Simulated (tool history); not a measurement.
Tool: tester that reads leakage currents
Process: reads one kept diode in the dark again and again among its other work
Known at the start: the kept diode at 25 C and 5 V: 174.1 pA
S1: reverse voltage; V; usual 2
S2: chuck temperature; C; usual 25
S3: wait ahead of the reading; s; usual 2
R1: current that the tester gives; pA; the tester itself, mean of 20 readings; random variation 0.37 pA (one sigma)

run 1 day=0 | S1=2 S2=25 S3=2 | R1=124.06
run 2 day=10.546 | S1=2 S2=25 S3=2 | R1=123.3
run 3 day=18.046 | S1=2 S2=25 S3=2 | R1=124.14
run 4 day=27.733 | S1=2 S2=25 S3=2 | R1=122.91
run 5 day=36.054 | S1=2 S2=25 S3=2 | R1=124.18
-- day=41.912 chuck's temperature calibrated
run 6 day=47.204 | S1=2 S2=24 S3=2 | R1=112.88
run 7 day=53.212 | S1=14.59 S2=24 S3=2 | R1=237.81
run 8 day=63.596 | S1=14.59 S2=24 S3=2 | R1=237.25
run 9 day=72.896 | S1=2 S2=39 S3=2 | R1=448.42
run 10 day=81.921 | S1=2 S2=39 S3=2 | R1=446.33
run 11 day=86.867 | S1=2 S2=39 S3=2 | R1=451.13
run 12 day=93.167 | S1=2 S2=39 S3=2 | R1=450.11
run 13 day=102.15 | S1=2 S2=48 S3=2 | R1=970.1
run 14 day=111.1 | S1=1.4 S2=33 S3=5.28 | R1=230.59
run 15 day=117.683 | S1=1.4 S2=33 S3=5.28 | R1=228.96
run 16 day=124.088 | S1=6.21 S2=25 S3=2.96 | R1=190.5
run 17 day=129.783 | S1=6.21 S2=35 S3=0.47 | R1=486.92
run 18 day=138.775 | S1=7.33 S2=31 S3=0.79 | R1=356.22
run 19 day=150.571 | S1=7.33 S2=31 S3=0.79 | R1=356.29
run 20 day=158.612 | S1=14.95 S2=25 S3=1.59 | R1=263.57
run 21 day=169.558 | S1=2.51 S2=33 S3=4.1 | R1=286.35
run 22 day=177.267 | S1=2.51 S2=33 S3=4.1 | R1=285.41
run 23 day=184.633 | S1=3.36 S2=38 S3=1.62 | R1=497.51
run 24 day=196.288 | S1=9.12 S2=56 S3=0.63 | R1=3298.39
run 25 day=204.229 | S1=9.12 S2=56 S3=0.63 | R1=3285.4

Forecast each of these 3 alternatives for the next run:
-- day=206.108 chuck's temperature calibrated
run A day=210.992 | S1=6.08 S2=38 S3=8.52 | R1=?
-- day=206.108 chuck's temperature calibrated
run B day=210.992 | S1=5.62 S2=25 S3=3.44 | R1=?
-- day=206.108 chuck's temperature calibrated
run C day=210.992 | S1=3.45 S2=34 S3=0.33 | R1=?

run=A R1=626.3
run=B R1=182.52
run=C R1=354.55
Without the tool's hidden state the same runs would have given:
run=A R1=626.27
run=B R1=182.47
run=C R1=354.53
